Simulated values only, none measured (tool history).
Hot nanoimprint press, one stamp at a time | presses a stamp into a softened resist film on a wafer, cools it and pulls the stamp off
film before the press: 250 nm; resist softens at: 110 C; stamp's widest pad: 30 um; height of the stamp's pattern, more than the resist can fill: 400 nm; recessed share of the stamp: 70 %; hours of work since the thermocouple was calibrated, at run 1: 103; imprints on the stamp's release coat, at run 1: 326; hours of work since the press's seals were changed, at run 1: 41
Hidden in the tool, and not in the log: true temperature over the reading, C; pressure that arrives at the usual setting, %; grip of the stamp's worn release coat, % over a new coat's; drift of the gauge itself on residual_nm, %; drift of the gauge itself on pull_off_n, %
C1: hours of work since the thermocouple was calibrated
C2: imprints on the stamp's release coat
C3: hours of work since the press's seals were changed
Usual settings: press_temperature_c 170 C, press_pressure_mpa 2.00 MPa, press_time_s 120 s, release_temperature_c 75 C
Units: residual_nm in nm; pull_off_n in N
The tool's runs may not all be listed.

run 1 hour=0.0 | press_temperature_c=170 press_pressure_mpa=2.00 press_time_s=120 release_temperature_c=75 | C1=103 C2=326 C3=41 | residual_nm=131.0 pull_off_n=105
run 2 hour=40.6 | press_temperature_c=170 press_pressure_mpa=2.00 press_time_s=120 release_temperature_c=75 | C1=123 C2=481 C3=61 | residual_nm=130.9 pull_off_n=111
run 3 hour=84.8 | press_temperature_c=174 press_pressure_mpa=2.00 press_time_s=120 release_temperature_c=75 | C1=145 C2=650 C3=82 | residual_nm=112.2 pull_off_n=115
run 4 hour=115.1 | press_temperature_c=170 press_pressure_mpa=2.00 press_time_s=120 release_temperature_c=75 | C1=159 C2=766 C3=97 | residual_nm=130.6 pull_off_n=125
run 5 hour=150.8 | press_temperature_c=170 press_pressure_mpa=2.00 press_time_s=120 release_temperature_c=75 | C1=177 C2=902 C3=114 | residual_nm=130.3 pull_off_n=124
run 6 hour=182.7 | press_temperature_c=170 press_pressure_mpa=2.00 press_time_s=120 release_temperature_c=75 | C1=192 C2=1025 C3=130 | residual_nm=130.4 pull_off_n=130
run 7 hour=228.1 | press_temperature_c=170 press_pressure_mpa=2.00 press_time_s=120 release_temperature_c=75 | C1=214 C2=1198 C3=152 | residual_nm=130.0 pull_off_n=137
run 8 hour=259.0 | press_temperature_c=170 press_pressure_mpa=2.00 press_time_s=120 release_temperature_c=75 | C1=229 C2=1316 C3=167 | residual_nm=130.0 pull_off_n=136
run 9 hour=299.4 | press_temperature_c=170 press_pressure_mpa=2.17 press_time_s=120 release_temperature_c=75 | C1=249 C2=1471 C3=187 | residual_nm=124.6 pull_off_n=146
run 10 hour=319.7 | press_temperature_c=159 press_pressure_mpa=2.00 press_time_s=120 release_temperature_c=75 | C1=259 C2=1548 C3=196 | residual_nm=189.3 pull_off_n=143
-- hour=351.2 stamp cleaned and given a new release coat
-- hour=357.2 plate thermocouple calibrated
run 11 hour=363.8 | press_temperature_c=159 press_pressure_mpa=2.00 press_time_s=120 release_temperature_c=75 | C1=3 C2=37 C3=213 | residual_nm=188.9 pull_off_n=96
run 12 hour=408.4 | press_temperature_c=159 press_pressure_mpa=2.00 press_time_s=120 release_temperature_c=75 | C1=25 C2=207 C3=235 | residual_nm=188.4 pull_off_n=106
run 13 hour=431.9 | press_temperature_c=159 press_pressure_mpa=2.00 press_time_s=120 release_temperature_c=75 | C1=36 C2=297 C3=246 | residual_nm=188.3 pull_off_n=109
run 14 hour=466.7 | press_temperature_c=159 press_pressure_mpa=2.00 press_time_s=120 release_temperature_c=75 | C1=53 C2=430 C3=263 | residual_nm=188.0 pull_off_n=108
run 15 hour=496.0 | press_temperature_c=181 press_pressure_mpa=2.00 press_time_s=120 release_temperature_c=74 | C1=67 C2=542 C3=277 | residual_nm=83.2 pull_off_n=116
run 16 hour=538.6 | press_temperature_c=170 press_pressure_mpa=2.80 press_time_s=120 release_temperature_c=75 | C1=88 C2=705 C3=298 | residual_nm=108.5 pull_off_n=117
run 17 hour=582.8 | press_temperature_c=170 press_pressure_mpa=2.45 press_time_s=226 release_temperature_c=65 | C1=109 C2=874 C3=320 | residual_nm=92.3 pull_off_n=150
-- hour=589.9 plate thermocouple calibrated, once more
run 18 hour=631.3 | press_temperature_c=176 press_pressure_mpa=1.59 press_time_s=119 release_temperature_c=68 | C1=20 C2=1048 C3=342 | residual_nm=117.7 pull_off_n=152
run 19 hour=677.4 | press_temperature_c=170 press_pressure_mpa=2.00 press_time_s=78 release_temperature_c=70 | C1=42 C2=1225 C3=364 | residual_nm=149.8 pull_off_n=147
run 20 hour=697.5 | press_temperature_c=172 press_pressure_mpa=1.62 press_time_s=90 release_temperature_c=77 | C1=52 C2=1301 C3=374 | residual_nm=147.3 pull_off_n=129
run 21 hour=731.7 | press_temperature_c=174 press_pressure_mpa=2.21 press_time_s=82 release_temperature_c=75 | C1=69 C2=1432 C3=390 | residual_nm=121.6 pull_off_n=139
run 22 hour=765.4 | press_temperature_c=174 press_pressure_mpa=2.21 press_time_s=82 release_temperature_c=75 | C1=85 C2=1561 C3=407 | residual_nm=121.6 pull_off_n=141
run 23 hour=786.8 | press_temperature_c=176 press_pressure_mpa=1.54 press_time_s=194 release_temperature_c=82 | C1=96 C2=1643 C3=417 | residual_nm=99.7 pull_off_n=124
-- hour=796.3 stamp cleaned and given a new release coat
run 24 hour=834.2 | press_temperature_c=173 press_pressure_mpa=1.48 press_time_s=120 release_temperature_c=60 | C1=116 C2=145 C3=437 | residual_nm=134.3 pull_off_n=135
run 25 hour=857.9 | press_temperature_c=173 press_pressure_mpa=1.48 press_time_s=120 release_temperature_c=60 | C1=127 C2=236 C3=449 | residual_nm=134.2 pull_off_n=144
run 26 hour=890.2 | press_temperature_c=181 press_pressure_mpa=2.09 press_time_s=120 release_temperature_c=66 | C1=143 C2=359 C3=464 | residual_nm=82.7 pull_off_n=134

4 ways to go on from here, each from the tool as it stands after run 26. What would each give?
run A hour=928.3 | press_temperature_c=178 press_pressure_mpa=2.09 press_time_s=235 release_temperature_c=66 | C1=161 C2=505 C3=483 | residual_nm=? pull_off_n=?
run B hour=928.3 | press_temperature_c=162 press_pressure_mpa=2.00 press_time_s=63 release_temperature_c=77 | C1=161 C2=505 C3=483 | residual_nm=? pull_off_n=?
run C hour=928.3 | press_temperature_c=170 press_pressure_mpa=1.56 press_time_s=120 release_temperature_c=77 | C1=161 C2=505 C3=483 | residual_nm=? pull_off_n=?
run D hour=928.3 | press_temperature_c=159 press_pressure_mpa=2.67 press_time_s=120 release_temperature_c=75 | C1=161 C2=505 C3=483 | residual_nm=? pull_off_n=?

run=A residual_nm=72.2 pull_off_n=131
run=B residual_nm=198.4 pull_off_n=105
run=C residual_nm=145.6 pull_off_n=112
run=D residual_nm=173.8 pull_off_n=113
Without the tool's hidden state the same runs would have given:
run=A residual_nm=73.0 pull_off_n=115
run=B residual_nm=200.2 pull_off_n=93
run=C residual_nm=147.8 pull_off_n=99
run=D residual_nm=175.4 pull_off_n=100

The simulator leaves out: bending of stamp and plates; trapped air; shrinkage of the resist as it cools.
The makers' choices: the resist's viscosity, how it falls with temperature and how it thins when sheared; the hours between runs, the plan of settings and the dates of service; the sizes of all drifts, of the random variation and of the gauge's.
